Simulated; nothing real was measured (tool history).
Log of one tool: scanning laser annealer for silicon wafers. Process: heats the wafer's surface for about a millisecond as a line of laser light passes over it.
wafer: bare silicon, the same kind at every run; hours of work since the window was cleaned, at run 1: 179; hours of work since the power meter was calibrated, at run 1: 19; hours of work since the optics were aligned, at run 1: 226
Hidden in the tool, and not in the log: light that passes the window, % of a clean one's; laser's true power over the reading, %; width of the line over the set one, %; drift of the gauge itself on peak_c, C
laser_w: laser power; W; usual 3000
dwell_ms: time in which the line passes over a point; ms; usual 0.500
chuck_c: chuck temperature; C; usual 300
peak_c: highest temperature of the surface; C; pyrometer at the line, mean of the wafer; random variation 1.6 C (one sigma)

run   hour  laser_w  dwell_ms  chuck_c  hours of work since the window was cleaned  hours of work since the power meter was calibrated  hours of work since the optics were aligned  peak_c
  1    0.0     3000     0.500      300                                         179                                                  19                                          226    1018
  2    4.7     3000     0.500      300                                         182                                                  21                                          229    1019
  3   15.3     3000     0.500      300                                         189                                                  28                                          236    1018
  4   25.1     3000     0.369      300                                         195                                                  34                                          242     910
  5   32.1     3000     0.506      300                                         199                                                  38                                          246    1023
  6   42.6     3000     0.506      300                                         205                                                  45                                          253    1023
  7   49.4     3000     0.506      300                                         209                                                  49                                          257    1022
  8   54.0     3000     0.506      300                                         212                                                  52                                          260    1026
  9   63.3     3000     0.500      300                                         218                                                  57                                          265    1018
 10   69.2     3000     0.500      300                                         222                                                  61                                          269    1016
 11   79.6     2926     0.476      273                                         228                                                  67                                          275     947
 12   85.9     2968     0.500      282                                         232                                                  71                                          279     988
 13   91.0     2968     0.500      282                                         235                                                  74                                          282     988
 14   97.7     3241     0.500      334                                         239                                                  79                                          287    1124
 15  107.8     2842     0.352      324                                         245                                                  85                                          293     873
 16  113.8     2665     0.559      288                                         249                                                  88                                          296     945
 17  121.0     2834     0.409      267                                         253                                                  93                                          301     861
 18  132.5     2828     0.351      309                                         261                                                 100                                          308     853

3 ways to go on from here, each from the tool as it stands after run 18. What would each give?
  A  143.2     2828     0.604      273                                         267                                                 106                                          314       ?
  B  143.2     3117     0.500      305                                         267                                                 106                                          314       ?
  C  143.2     2974     0.472      309                                         267                                                 106                                          314       ?

run  peak_c
  A    1010
  B    1056
  C     995
Without the tool's hidden state the same runs would have given:
run  peak_c
  A    1023
  B    1069
  C    1007

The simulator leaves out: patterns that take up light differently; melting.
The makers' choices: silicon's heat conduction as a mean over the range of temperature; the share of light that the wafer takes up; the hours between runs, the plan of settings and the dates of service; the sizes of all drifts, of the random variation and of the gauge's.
